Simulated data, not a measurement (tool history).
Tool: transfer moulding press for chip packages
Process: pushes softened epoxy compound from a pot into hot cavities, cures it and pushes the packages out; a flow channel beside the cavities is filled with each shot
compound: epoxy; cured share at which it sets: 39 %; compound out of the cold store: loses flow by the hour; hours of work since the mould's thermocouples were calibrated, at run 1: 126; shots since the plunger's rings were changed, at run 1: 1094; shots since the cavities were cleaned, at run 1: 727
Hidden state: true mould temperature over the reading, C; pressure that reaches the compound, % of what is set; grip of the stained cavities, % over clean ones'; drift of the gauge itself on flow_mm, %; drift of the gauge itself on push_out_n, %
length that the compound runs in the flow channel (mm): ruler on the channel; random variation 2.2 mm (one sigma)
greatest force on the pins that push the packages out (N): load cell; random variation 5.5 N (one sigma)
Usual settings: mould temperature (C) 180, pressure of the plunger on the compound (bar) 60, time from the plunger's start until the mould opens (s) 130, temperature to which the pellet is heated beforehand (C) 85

run     day  mould temperature (C)  pressure of the plunger on the compound (bar)  time from the plunger's start until the mould opens (s)  temperature to which the pellet is heated beforehand (C)  hours of work since the mould's thermocouples were calibrated  shots since the plunger's rings were changed  shots since the cavities were cleaned  incoming compound's hours out of the cold store  length that the compound runs in the flow channel (mm)  greatest force on the pins that push the packages out (N)
  1       0                    180                                             60                                                      130                                                        85                                                            126                                          1094                                    727                                             12.4                                                     692                                                        313
      0.696  -- cavities cleaned with cleaning compound and waxed
  2   0.758                    180                                             60                                                      130                                                        85                                                            134                                          1211                                     11                                             26.8                                                     653                                                        418
  3   1.079                    180                                             60                                                      130                                                        85                                                            138                                          1264                                     64                                             35.1                                                     627                                                        416
  4   1.775                    180                                             60                                                      130                                                        85                                                            147                                          1380                                    180                                             25.2                                                     654                                                        416
      2.588  -- cavities cleaned with cleaning compound and waxed, once more
  5   2.588                    180                                             60                                                      130                                                        85                                                            156                                          1506                                      0                                             24.2                                                     651                                                        184
  6   3.329                    180                                             60                                                      130                                                        85                                                            165                                          1630                                    124                                             20.1                                                     660                                                        216
  7    3.95                    180                                             60                                                      130                                                        85                                                            173                                          1734                                    228                                             24.6                                                     650                                                        242
  8   4.388                    180                                             60                                                      130                                                        85                                                            178                                          1807                                    301                                             19.4                                                     667                                                        248
  9   4.879                    180                                             60                                                      130                                                        85                                                            184                                          1890                                    384                                             23.4                                                     650                                                        266
 10   5.467                    180                                             60                                                      130                                                        85                                                            192                                          1988                                    482                                             30.2                                                     629                                                        301
 11   6.146                    180                                             60                                                      130                                                        85                                                            200                                          2101                                    595                                             30.1                                                     631                                                        303
 12   6.558                    180                                             60                                                      130                                                        85                                                            205                                          2170                                    664                                             26.3                                                     642                                                        324
 13   6.896                    180                                             60                                                      130                                                        85                                                            209                                          2227                                    721                                               41                                                     601                                                        325
 14   7.271                    179                                             60                                                      130                                                        85                                                            214                                          2289                                    783                                              9.2                                                     689                                                        358
      7.604  -- cavities cleaned with cleaning compound and waxed
 15   7.662                    180                                             60                                                      130                                                        78                                                            218                                          2345                                     10                                             31.6                                                     627                                                        179
 16   8.279                    180                                             60                                                      130                                                        78                                                            225                                          2448                                    113                                             42.6                                                     598                                                        210
 17   8.842                    181                                             60                                                      125                                                        81                                                            232                                          2541                                    206                                             45.6                                                     587                                                        233
 18   9.262                    180                                             60                                                      120                                                        85                                                            238                                          2612                                    277                                             34.8                                                     615                                                        275
 19    9.75                    180                                           58.4                                                      127                                                        88                                                            244                                          2694                                    359                                             41.3                                                     590                                                        271
 20  10.362                    180                                           58.4                                                      127                                                        88                                                            251                                          2796                                    461                                             21.5                                                     635                                                        283
 21  10.946                    180                                           58.4                                                      127                                                        88                                                            258                                          2894                                    559                                             14.4                                                     655                                                        308
 22  11.512                    180                                           58.4                                                      127                                                        88                                                            265                                          2989                                    654                                             40.1                                                     586                                                        309
 23  11.879                    180                                           72.9                                                      130                                                        91                                                            270                                          3050                                    715                                             18.9                                                     713                                                        322
 24  12.312                    180                                           57.4                                                      130                                                        94                                                            275                                          3122                                    787                                             16.1                                                     641                                                        333
     12.642  -- cavities cleaned with cleaning compound and waxed
 25  13.033                    179                                           70.1                                                      130                                                        85                                                            283                                          3233                                     66                                             42.9                                                     640                                                        207
 26  13.638                    188                                             60                                                      160                                                        76                                                            291                                          3333                                    166                                             47.9                                                     549                                                        196
 27  14.054                    179                                             60                                                      130                                                        87                                                            296                                          3403                                    236                                             21.8                                                     642                                                        243
     14.604  -- plunger's sealing rings changed
 28  14.604                    180                                           58.9                                                      130                                                        79                                                            301                                             0                                    310                                               31                                                     646                                                        261
 29  15.229                    180                                             60                                                      163                                                        85                                                            309                                           105                                    415                                             10.5                                                     707                                                        253

Run 30 comes next. What will it give?
 30  15.721                    184                                             60                                                      130                                                        78                                                            315                                           188                                    498                                               28                                                       ?                                                          ?

{"run 30": {"length that the compound runs in the flow channel (mm)": 642, "greatest force on the pins that push the packages out (N)": 271}}
Without the tool's hidden state the same run would have given length that the compound runs in the flow channel (mm) 647, greatest force on the pins that push the packages out (N) 171.
